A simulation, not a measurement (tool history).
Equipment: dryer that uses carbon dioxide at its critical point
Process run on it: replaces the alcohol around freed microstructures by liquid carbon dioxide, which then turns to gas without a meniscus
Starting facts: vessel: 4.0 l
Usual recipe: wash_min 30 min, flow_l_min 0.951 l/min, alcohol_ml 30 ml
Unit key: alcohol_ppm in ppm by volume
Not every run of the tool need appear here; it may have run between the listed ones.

run   hour  wash_min  flow_l_min  alcohol_ml  alcohol_ppm
  1    0.0        30       0.951          30           30
  2   12.3        30       0.951          30           22
  3   23.6        30       0.951          30           25
  4   33.8        24       0.951          30           67
  5   40.7        45       0.951          30           12
  6   48.9        45       0.951          30           10
  7   58.3        45       0.951          30            6
  8   72.5        35       0.951          30           21
  9   81.0        30       0.951          30           31
 10   90.0        30       0.951          30           36
 11  105.0        30       1.499          30           16
 12  121.9        30       0.951          61           44

Run 13 comes next. What will it give?
 13  131.1        23       0.597         111            ?

Run 13 measured alcohol_ppm 1488 ppm by volume.
Were there no unlogged condition in the tool, this run, its random variation unchanged, would have produced alcohol_ppm 1392 ppm by volume.

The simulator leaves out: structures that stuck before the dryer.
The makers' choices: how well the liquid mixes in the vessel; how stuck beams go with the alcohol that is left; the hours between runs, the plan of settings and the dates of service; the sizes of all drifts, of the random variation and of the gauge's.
